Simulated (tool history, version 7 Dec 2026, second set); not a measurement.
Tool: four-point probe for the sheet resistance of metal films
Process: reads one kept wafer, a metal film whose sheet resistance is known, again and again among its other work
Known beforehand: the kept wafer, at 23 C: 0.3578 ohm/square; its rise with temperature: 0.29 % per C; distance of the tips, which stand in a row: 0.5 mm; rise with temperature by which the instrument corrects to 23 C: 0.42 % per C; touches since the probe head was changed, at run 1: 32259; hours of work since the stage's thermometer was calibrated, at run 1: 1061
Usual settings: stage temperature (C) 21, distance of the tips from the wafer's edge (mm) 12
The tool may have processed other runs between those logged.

run   hour  stage temperature (C)  distance of the tips from the wafer's edge (mm)  touches since the probe head was changed  hours of work since the stage's thermometer was calibrated  sheet resistance as the instrument gives it (ohm/square)
  1    0.0                     21                                               12                                     32259                                                        1061                                                  0.357872
  2   19.9                     21                                               12                                     32915                                                        1075                                                  0.357760
  3   43.9                     21                                               12                                     33705                                                        1091                                                  0.357945
  4   55.7                     21                                               12                                     34095                                                        1099                                                  0.357740
  5   79.4                     21                                               19                                     34874                                                        1115                                                  0.357718
  6   95.0                     21                                               19                                     35390                                                        1126                                                  0.357690
  7  114.1                     21                                               19                                     36017                                                        1139                                                  0.357647
     116.5  -- stage's thermometer calibrated
  8  136.3                     21                                               12                                     36732                                                          14                                                  0.357988
  9  149.5                     21                                               12                                     37169                                                          23                                                  0.357895
 10  162.6                     22                                               12                                     37598                                                          32                                                  0.357535
 11  179.1                     30                                               13                                     38142                                                          43                                                  0.353818
 12  199.3                     30                                               44                                     38807                                                          57                                                  0.353482
 13  219.6                     31                                                6                                     39478                                                          71                                                  0.354416
 14  239.6                     26                                                6                                     40136                                                          84                                                  0.356641
 15  252.5                     26                                                6                                     40560                                                          93                                                  0.356550
     254.8  -- stage's thermometer calibrated, once more
 16  277.8                     18                                               60                                     41378                                                          16                                                  0.358609

Take each entry between the runs: how does the hidden state at the last listed run before it differ from the hidden state at the first listed run after it?
Logged between run 7 and run 8: stage's thermometer calibrated (hour 116.5)
  inner tips' distance over the nominal, %: -0.396 -> -0.399; tips' flats over new ones', %: 29 -> 30; wafer's true temperature over the reading, C: 0.25 -> 0.41
  measured less the result without the state, sheet resistance as the instrument gives it (ohm/square): -0.001276 -> -0.001124
Logged between run 15 and run 16: stage's thermometer calibrated, once more (hour 254.8)
  inner tips' distance over the nominal, %: -0.42 -> -0.425; tips' flats over new ones', %: 33 -> 34; wafer's true temperature over the reading, C: 0.44 -> 0.01
  measured less the result without the state, sheet resistance as the instrument gives it (ohm/square): -0.001179 -> -0.001646

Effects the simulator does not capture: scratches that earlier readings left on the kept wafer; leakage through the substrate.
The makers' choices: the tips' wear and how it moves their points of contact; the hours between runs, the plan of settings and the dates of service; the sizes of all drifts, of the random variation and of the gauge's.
